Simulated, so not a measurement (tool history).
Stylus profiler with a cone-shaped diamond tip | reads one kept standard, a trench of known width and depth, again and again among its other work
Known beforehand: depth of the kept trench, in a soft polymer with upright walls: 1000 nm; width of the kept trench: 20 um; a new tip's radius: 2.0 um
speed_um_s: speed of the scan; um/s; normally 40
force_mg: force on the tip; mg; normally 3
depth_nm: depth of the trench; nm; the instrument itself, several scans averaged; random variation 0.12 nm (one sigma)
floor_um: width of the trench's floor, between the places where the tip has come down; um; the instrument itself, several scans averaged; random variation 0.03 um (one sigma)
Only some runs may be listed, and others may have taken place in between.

{"run": 1, "day": 0.0, "speed_um_s": 40, "force_mg": 3, "depth_nm": 1008.29, "floor_um": 15.75}
{"run": 2, "day": 1.033, "speed_um_s": 40, "force_mg": 3, "depth_nm": 1008.06, "floor_um": 15.74}
{"run": 3, "day": 3.3, "speed_um_s": 40, "force_mg": 3, "depth_nm": 1008.03, "floor_um": 15.64}
{"run": 4, "day": 4.317, "speed_um_s": 40, "force_mg": 3, "depth_nm": 1008.16, "floor_um": 15.61}
{"run": 5, "day": 6.042, "speed_um_s": 40, "force_mg": 3, "depth_nm": 1008.15, "floor_um": 15.52}
{"run": 6, "day": 7.333, "speed_um_s": 40, "force_mg": 3, "depth_nm": 1008.23, "floor_um": 15.51}
{"run": 7, "day": 9.546, "speed_um_s": 40, "force_mg": 3, "depth_nm": 1008.1, "floor_um": 15.4}
{"run": 8, "day": 11.771, "speed_um_s": 40, "force_mg": 1.18, "depth_nm": 1004.38, "floor_um": 15.22}
{"run": 9, "day": 14.075, "speed_um_s": 40, "force_mg": 7.28, "depth_nm": 1014.51, "floor_um": 15.27}
{"run": 10, "day": 15.821, "speed_um_s": 40, "force_mg": 2.91, "depth_nm": 1007.76, "floor_um": 15.2}
{"run": 11, "day": 17.267, "speed_um_s": 40, "force_mg": 2.69, "depth_nm": 1007.46, "floor_um": 15.11}
{"run": 12, "day": 19.046, "speed_um_s": 40, "force_mg": 2.69, "depth_nm": 1007.16, "floor_um": 15.05}
{"run": 13, "day": 21.312, "speed_um_s": 40, "force_mg": 3, "depth_nm": 1007.77, "floor_um": 14.96}
{"run": 14, "day": 22.833, "speed_um_s": 40, "force_mg": 3, "depth_nm": 1007.83, "floor_um": 14.92}
{"run": 15, "day": 24.508, "speed_um_s": 40, "force_mg": 3, "depth_nm": 1007.69, "floor_um": 14.89}
{"run": 16, "day": 26.512, "speed_um_s": 40, "force_mg": 1.08, "depth_nm": 1003.82, "floor_um": 14.71}
{"run": 17, "day": 28.454, "speed_um_s": 40, "force_mg": 1.08, "depth_nm": 1003.74, "floor_um": 14.63}
{"run": 18, "day": 30.329, "speed_um_s": 40, "force_mg": 1.08, "depth_nm": 1003.57, "floor_um": 14.58}
{"run": 19, "day": 32.183, "speed_um_s": 40, "force_mg": 1.08, "depth_nm": 1003.56, "floor_um": 14.57}
{"run": 20, "day": 33.904, "speed_um_s": 80, "force_mg": 3, "depth_nm": 1007.71, "floor_um": 14.39}
{"run": 21, "day": 35.112, "speed_um_s": 23, "force_mg": 1.36, "depth_nm": 1004.1, "floor_um": 14.51}
{"run": 22, "day": 37.138, "speed_um_s": 27, "force_mg": 8.96, "depth_nm": 1016.25, "floor_um": 14.53}
{"run": 23, "day": 39.108, "speed_um_s": 13, "force_mg": 1.02, "depth_nm": 1003.42, "floor_um": 14.41}
{"run": 24, "day": 41.154, "speed_um_s": 13, "force_mg": 1.02, "depth_nm": 1003.28, "floor_um": 14.43}
{"run": 25, "day": 42.842, "speed_um_s": 13, "force_mg": 1.02, "depth_nm": 1003.16, "floor_um": 14.4}
{"run": 26, "day": 44.604, "speed_um_s": 14, "force_mg": 3.57, "depth_nm": 1008.3, "floor_um": 14.3}
{"run": 27, "day": 46.496, "speed_um_s": 14, "force_mg": 3.57, "depth_nm": 1008.52, "floor_um": 14.23}
{"run": 28, "day": 48.412, "speed_um_s": 30, "force_mg": 4.25, "depth_nm": 1009.43, "floor_um": 14.2}
{"run": 29, "day": 50.3, "speed_um_s": 30, "force_mg": 4.25, "depth_nm": 1009.34, "floor_um": 14.1}
{"run": 30, "day": 51.896, "speed_um_s": 18, "force_mg": 3.62, "depth_nm": 1008.48, "floor_um": 14.1}
{"run": 31, "day": 54.162, "speed_um_s": 11, "force_mg": 5.12, "depth_nm": 1010.81, "floor_um": 14.05}
{"run": 32, "day": 55.821, "speed_um_s": 63, "force_mg": 1.32, "depth_nm": 1003.89, "floor_um": 13.78}
{"run": 33, "day": 57.958, "speed_um_s": 40, "force_mg": 6.99, "depth_nm": 1013.54, "floor_um": 13.93}
{"run": 34, "day": 59.192, "speed_um_s": 10, "force_mg": 6.19, "depth_nm": 1012.21, "floor_um": 13.92}
{"run": 35, "day": 60.371, "speed_um_s": 10, "force_mg": 6.19, "depth_nm": 1013.19, "floor_um": 13.89}
{"run": 36, "day": 61.658, "speed_um_s": 41, "force_mg": 6.43, "depth_nm": 1013.53, "floor_um": 13.84}
{"run": 37, "day": 63.05, "speed_um_s": 101, "force_mg": 1.91, "depth_nm": 1005.96, "floor_um": 13.48}
{"run": 38, "day": 65.204, "speed_um_s": 15, "force_mg": 1.16, "depth_nm": 1004.04, "floor_um": 13.71}
{"run": 39, "day": 66.325, "speed_um_s": 15, "force_mg": 1.65, "depth_nm": 1005.26, "floor_um": 13.75}
{"run": 40, "day": 67.758, "speed_um_s": 56, "force_mg": 1.74, "depth_nm": 1005.33, "floor_um": 13.45}

Missing from the log above: 1 entry noted between runs. For each, name the pair of listed runs it sits between and say how the tool's hidden condition differs from the listed run just before to the listed run just after:
After run 34, before run 35: height scale calibrated on a step standard (day 59.708)
  radius of the tip, um: 5.07 -> 5.11; height scale over the true one, %: -0.099 -> -0.005
  measured less the result without the state, depth_nm: -1 -> -0.05 nm; floor_um: -2.58 -> -2.61 um
